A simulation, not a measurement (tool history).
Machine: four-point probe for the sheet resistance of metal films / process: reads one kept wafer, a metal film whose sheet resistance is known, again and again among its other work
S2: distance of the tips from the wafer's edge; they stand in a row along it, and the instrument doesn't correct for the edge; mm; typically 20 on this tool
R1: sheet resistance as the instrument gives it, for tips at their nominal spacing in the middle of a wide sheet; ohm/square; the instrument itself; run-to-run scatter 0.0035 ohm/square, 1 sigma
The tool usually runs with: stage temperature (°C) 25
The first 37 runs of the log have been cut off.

{"run": 38, "hour": 395.6, "stage temperature (°C)": 23, "S2": 10, "R1": 17.692098}
{"run": 39, "hour": 402.2, "stage temperature (°C)": 23, "S2": 10, "R1": 17.691429}
{"run": 40, "hour": 412.2, "stage temperature (°C)": 23, "S2": 5, "R1": 17.969107}
{"run": 41, "hour": 421.2, "stage temperature (°C)": 23, "S2": 13, "R1": 17.658267}
{"run": 42, "hour": 431.8, "stage temperature (°C)": 23, "S2": 13, "R1": 17.658394}
{"run": 43, "hour": 439.0, "stage temperature (°C)": 23, "S2": 13, "R1": 17.652815}
{"run": 44, "hour": 452.5, "stage temperature (°C)": 19, "S2": 10, "R1": 17.683453}
{"run": 45, "hour": 466.0, "stage temperature (°C)": 33, "S2": 59, "R1": 17.638605}

Consider 3 possible next runs. They are alternatives, not a sequence: every one starts from the tool as it was left by run 45. What does each give?
{"run": "A", "hour": 480.0, "stage temperature (°C)": 22, "S2": 59, "R1": "?"}
{"run": "B", "hour": 480.0, "stage temperature (°C)": 19, "S2": 3, "R1": "?"}
{"run": "C", "hour": 480.0, "stage temperature (°C)": 25, "S2": 4, "R1": "?"}

run=A R1=17.601769
run=B R1=18.578825
run=C R1=18.185912
The same runs, with their run-to-run variation unchanged, on a tool lacking any hidden condition would have given:
run=A R1=17.57072
run=B R1=18.546195
run=C R1=18.153919
